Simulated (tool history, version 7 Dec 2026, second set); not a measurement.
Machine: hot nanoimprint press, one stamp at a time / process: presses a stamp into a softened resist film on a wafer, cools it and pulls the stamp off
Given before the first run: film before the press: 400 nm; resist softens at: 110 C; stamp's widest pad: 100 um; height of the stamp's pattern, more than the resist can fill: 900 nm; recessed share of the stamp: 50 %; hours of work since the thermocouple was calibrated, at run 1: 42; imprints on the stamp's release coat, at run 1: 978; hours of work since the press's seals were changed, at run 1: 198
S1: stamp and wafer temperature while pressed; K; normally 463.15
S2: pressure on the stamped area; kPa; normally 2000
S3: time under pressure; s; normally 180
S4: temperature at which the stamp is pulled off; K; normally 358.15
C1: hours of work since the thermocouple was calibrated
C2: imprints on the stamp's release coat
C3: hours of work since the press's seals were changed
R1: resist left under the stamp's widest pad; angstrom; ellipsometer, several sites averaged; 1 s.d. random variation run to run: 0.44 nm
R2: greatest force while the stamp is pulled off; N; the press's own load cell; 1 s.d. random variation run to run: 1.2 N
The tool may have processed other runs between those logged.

run,hour,S1,S2,S3,S4,C1,C2,C3,R1,R2
1,0,463.15,2000,180,358.15,42,978,198,1479,160
2,11.1,463.15,2000,180,358.15,49,1026,205,1472,160
3,19.5,463.15,2000,180,358.15,54,1063,211,1477,160
4,29.1,463.15,2000,180,358.15,61,1104,217,1470,158
5,41.1,463.15,2000,180,358.15,68,1156,225,1476,160
# hour 53.1: stamp cleaned and given a new release coat
6,59.5,463.15,2000,180,358.15,76,27,233,1482,158
7,68.7,463.15,2000,180,358.15,82,67,239,1477,157
8,78.2,463.15,1900,180,358.15,88,109,245,1513,159
9,89.9,463.15,1900,180,358.15,96,159,252,1513,157
10,101.4,463.15,1900,180,358.15,103,209,260,1509,162
11,112,463.15,1900,180,358.15,110,254,267,1512,157
12,118.5,463.15,1260,180,358.15,114,283,271,1837,156
13,127.1,467.15,1260,180,358.15,120,320,276,1559,161
14,134.3,453.15,1880,334,352.15,125,351,281,1907,167
15,145.4,453.15,1880,334,352.15,132,399,288,1894,168
16,157.8,468.15,2000,226,347.15,140,453,296,1080,173
17,163.5,463.15,1340,152,358.15,143,477,300,1901,159
18,169.7,463.15,1890,237,360.15,147,504,304,1359,157
19,180.1,467.15,2000,180,354.15,154,549,311,1236,165
20,187.7,463.15,2190,180,358.15,159,582,316,1410,160
21,193.1,463.15,2190,180,358.15,163,605,319,1409,156

For run 22, what comes out?
22,200.3,462.15,3040,323,358.15,167,637,324,?,?

R1: 983 angstrom
R2: 159 N
With the hidden condition absent and the run-to-run variation left alone, this run would have shown R1 983 angstrom, R2 159 N.
